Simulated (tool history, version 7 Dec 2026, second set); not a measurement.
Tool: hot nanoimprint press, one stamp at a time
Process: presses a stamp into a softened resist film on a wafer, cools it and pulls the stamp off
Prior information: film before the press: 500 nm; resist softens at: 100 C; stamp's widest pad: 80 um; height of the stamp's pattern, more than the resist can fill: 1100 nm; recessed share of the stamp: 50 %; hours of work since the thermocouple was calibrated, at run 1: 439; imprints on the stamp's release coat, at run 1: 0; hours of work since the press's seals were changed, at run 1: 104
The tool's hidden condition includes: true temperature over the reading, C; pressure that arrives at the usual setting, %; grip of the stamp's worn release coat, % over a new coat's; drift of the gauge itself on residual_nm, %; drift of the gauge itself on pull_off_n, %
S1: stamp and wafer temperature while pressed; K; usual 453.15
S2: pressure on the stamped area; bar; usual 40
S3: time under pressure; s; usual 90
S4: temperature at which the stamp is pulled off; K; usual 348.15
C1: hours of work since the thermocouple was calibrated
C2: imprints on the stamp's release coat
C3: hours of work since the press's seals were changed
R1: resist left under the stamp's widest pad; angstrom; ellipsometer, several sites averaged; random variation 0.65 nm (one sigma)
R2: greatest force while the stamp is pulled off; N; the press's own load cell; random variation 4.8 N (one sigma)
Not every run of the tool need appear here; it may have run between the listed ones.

run    hour      S1    S2   S3      S4   C1    C2   C3    R1   R2
  1       0  453.15    40   90  348.15  439     0  104  2235  226
  2    49.9  453.15    40   90  348.15  467   185  132  2237  246
  3   135.3  453.15    40   59  348.15  516   501  181  2616  261
  4   179.5  453.15    40   90  348.15  541   665  206  2221  281
      224.1  -- plate thermocouple calibrated
  5   241.9  453.15    40   90  348.15   10   885  240  2372  335
  6   286.9  453.15  24.1   90  348.15   36  1051  266  2859  341
        333  -- stamp cleaned and given a new release coat
  7   366.8  453.15  34.7   90  348.15   78   125  308  2495  238
  8   412.1  453.15    40  135  348.15  104   293  334  1994  258
  9   478.5  453.15    40   90  353.15  142   539  371  2350  249
 10   549.8  461.15    40   90  353.15  182   803  412  1865  270
 11   626.3  453.15    40   90  348.15  226  1086  456  2317  329
      661.3  -- stamp cleaned and given a new release coat
 12   692.4  453.15    40   90  348.15  260   116  490  2325  244
 13   749.1  453.15    40   90  348.15  292   325  522  2313  262
 14     789  453.15  28.3   90  348.15  315   473  545  2638  260
 15   853.7  453.15  28.3   90  348.15  352   713  582  2625  295
 16   913.5  453.15  28.3   90  348.15  386   934  616  2619  308
      984.7  -- stamp cleaned and given a new release coat
 17   993.1  453.15  28.3   90  348.15  428    31  658  2626  224
 18  1055.1  442.15  37.6   47  347.15  463   260  693  3724  254
 19  1093.2  441.15    40   67  348.15  485   401  715  3418  266
 20  1132.2  441.15    40   67  348.15  507   546  737  3415  271
 21  1179.5  441.15    40   67  348.15  534   721  764  3409  277
 22    1215  441.15    40   67  348.15  554   852  784  3398  303
     1232.8  -- plate thermocouple calibrated
 23  1260.3  442.15  56.6   90  348.15   16  1009  808  2893  329
 24  1296.8  442.15  56.6   90  348.15   37  1144  829  2878  348
     1311.4  -- stamp cleaned and given a new release coat
 25  1345.6  453.15    40   90  344.15   61   127  854  2382  271
 26  1400.2  460.15    40  100  340.15   92   329  885  1883  316
     1413.6  -- press's hydraulic seals changed and the load cell set to zero
 27  1451.4  460.15    40  175  349.15  117   489   22  1442  261
 28  1498.3  462.15    40   64  348.15  143   663   48  2086  294
 29  1544.5  458.15    40   66  347.15  170   834   75  2281  309
 30  1611.4  458.15    40   66  347.15  208  1081  113  2284  339

What if the next run were any one of these 3? Each begins from the tool's condition after run 30:
     1648.4  -- stamp cleaned and given a new release coat
  A  1678.6  450.15    26  141  347.15  243  112  148   ?   ?
     1648.4  -- stamp cleaned and given a new release coat
  B  1678.6  458.15    40   66  336.15  243  112  148   ?   ?
     1648.4  -- stamp cleaned and given a new release coat
  C  1678.6  457.15  30.1   66  347.15  243  112  148   ?   ?

run    R1   R2
  A  2523  248
  B  2274  311
  C  2607  248
Had the tool no hidden state, the same runs would have come out as:
run    R1   R2
  A  2592  244
  B  2329  305
  C  2668  245

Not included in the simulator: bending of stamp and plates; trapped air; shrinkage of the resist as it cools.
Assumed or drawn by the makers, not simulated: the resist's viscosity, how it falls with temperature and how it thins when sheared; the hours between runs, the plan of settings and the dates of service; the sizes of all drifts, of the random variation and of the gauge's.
